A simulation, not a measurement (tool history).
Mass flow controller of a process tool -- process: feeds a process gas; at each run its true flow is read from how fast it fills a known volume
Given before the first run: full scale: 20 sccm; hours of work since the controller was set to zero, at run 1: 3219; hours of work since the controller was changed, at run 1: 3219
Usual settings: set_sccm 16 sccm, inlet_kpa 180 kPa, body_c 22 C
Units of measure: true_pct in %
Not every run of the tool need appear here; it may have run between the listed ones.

run    hour  set_sccm  inlet_kpa  body_c  hours of work since the controller was set to zero  hours of work since the controller was changed  true_pct
  1     0.0        16        180      22                                                3219                                            3219    100.28
  2   165.3        16        180      22                                                3317                                            3317    100.35
  3   312.9        16        180      22                                                3404                                            3404    100.31
  4   505.0        16        180      21                                                3518                                            3518    100.36
  5   683.6        16        180      21                                                3624                                            3624    100.39
  6   857.5        16        180      21                                                3727                                            3727    100.52
  7   990.1        18        180      22                                                3805                                            3805    100.65
  8  1159.0        18        180      22                                                3906                                            3906    100.62
  9  1313.8        16        218      22                                                3997                                            3997    100.66
 10  1510.8        16        218      22                                                4114                                            4114    100.70
 11  1646.7        16        180      22                                                4194                                            4194    100.68
 12  1835.7        16        180      22                                                4306                                            4306    100.66
 13  2025.1        16        180      22                                                4418                                            4418    100.71
 14  2210.0        16        180      22                                                4528                                            4528    100.79
 15  2416.0        16        180      22                                                4650                                            4650    100.68
 16  2515.8        16        180      22                                                4709                                            4709    100.90
 17  2661.8        16        180      22                                                4795                                            4795    100.86
 18  2858.3        16        180      22                                                4912                                            4912    100.77
 19  3020.5        16        180      22                                                5008                                            5008    100.92
 20  3106.0        16        180      22                                                5059                                            5059    100.86
 21  3220.6        16        180      22                                                5126                                            5126    100.89
 22  3371.3        16        180      22                                                5216                                            5216    100.82
 23  3455.5        16        180      22                                                5265                                            5265    100.94
 24  3585.4        16        180      22                                                5342                                            5342    100.92
 25  3677.5        13        239      25                                                5397                                            5397    101.08
 26  3766.2        13        239      25                                                5449                                            5449    101.05
 27  3968.9        13        239      25                                                5569                                            5569    101.01
 28  4164.8        18        206      35                                                5685                                            5685    100.62
 29  4362.4        16        244      24                                                5802                                            5802    101.30
 30  4485.9        10        244      24                                                5876                                            5876    101.32
 31  4656.6        10        244      29                                                5977                                            5977    101.21
 32  4809.4         4        204      28                                                6067                                            6067    103.07
 33  4955.2         4        151      22                                                6154                                            6154    103.30
 34  5069.3        16        140      22                                                6221                                            6221    100.91
 35  5263.3         4        180      21                                                6336                                            6336    103.49
     5445.6  -- controller's zero set anew
 36  5453.0         4        180      21                                                   4                                            6448     99.34

Forecast run 37:
 37  5540.6         4        180      21                                                  56                                            6500         ?

Run 37 gave true_pct 99.25 %.
The same run, on a tool lacking any hidden state, would have yielded true_pct 98.68 %.
